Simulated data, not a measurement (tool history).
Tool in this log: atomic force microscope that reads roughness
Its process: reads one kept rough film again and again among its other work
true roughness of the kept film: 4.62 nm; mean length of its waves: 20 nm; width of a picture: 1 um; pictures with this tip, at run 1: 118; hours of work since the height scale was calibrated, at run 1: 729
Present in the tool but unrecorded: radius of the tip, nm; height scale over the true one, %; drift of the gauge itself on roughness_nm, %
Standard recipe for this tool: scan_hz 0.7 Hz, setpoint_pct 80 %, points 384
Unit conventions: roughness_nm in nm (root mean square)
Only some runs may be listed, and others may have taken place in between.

run	day	scan_hz	setpoint_pct	points	pictures with this tip	hours of work since the height scale was calibrated	roughness_nm
1	0	0.7	80	384	118	729	2.368
# day 2.2: new tip fitted
2	2.567	0.7	80	384	14	764	3.035
3	4.046	0.7	80	384	67	785	2.625
4	6.2	0.7	80	384	145	814	2.246
5	7.438	0.7	80	384	190	831	2.052
# day 7.633: new tip fitted
6	9.088	0.7	80	384	53	854	2.672
7	10.188	0.7	80	384	93	869	2.44
8	11.271	0.7	80	384	132	884	2.256
# day 13.092: new tip fitted
9	13.192	0.7	80	384	4	910	3.09
# day 13.354: height scale calibrated on a step standard
10	15.333	0.591	80	384	80	27	2.575
11	16.417	0.591	80	384	119	42	2.309
12	17.725	0.696	80	384	166	60	2.102
# day 18.588: new tip fitted
13	18.904	0.7	85	576	11	76	3.046
# day 19.404: height scale calibrated on a step standard, once more
14	21.138	0.7	85	576	91	24	2.51
15	23.225	1.153	70	576	166	53	2.176
# day 24.088: new tip fitted
16	25.067	1.153	70	576	35	78	2.894
17	26.404	0.824	67	576	84	96	2.614
18	28.958	0.685	80	520	176	132	2.118
# day 29.571: new tip fitted
19	31.221	0.685	80	520	60	163	2.723
20	33.133	2.766	73	710	129	189	2.104
21	34.812	2.227	80	639	190	212	1.773

Each row is a separate what-if for the run after 21, all from the same tool condition, not one after another. Results?
# day 35.042: new tip fitted
A	36.625	1.152	80	384	57	237	?
# day 35.042: new tip fitted
B	36.625	0.7	80	813	57	237	?
# day 35.042: new tip fitted
C	36.625	2.097	80	384	57	237	?
# day 35.042: new tip fitted
D	36.625	2.392	80	384	57	237	?
# day 35.042: new tip fitted
E	36.625	2.227	57	639	57	237	?

run	roughness_nm
A	2.555
B	2.694
C	2.329
D	2.254
E	2.704
Without the tool's hidden state the same runs would have given:
run	roughness_nm
A	3.08
B	3.25
C	2.809
D	2.719
E	3.261

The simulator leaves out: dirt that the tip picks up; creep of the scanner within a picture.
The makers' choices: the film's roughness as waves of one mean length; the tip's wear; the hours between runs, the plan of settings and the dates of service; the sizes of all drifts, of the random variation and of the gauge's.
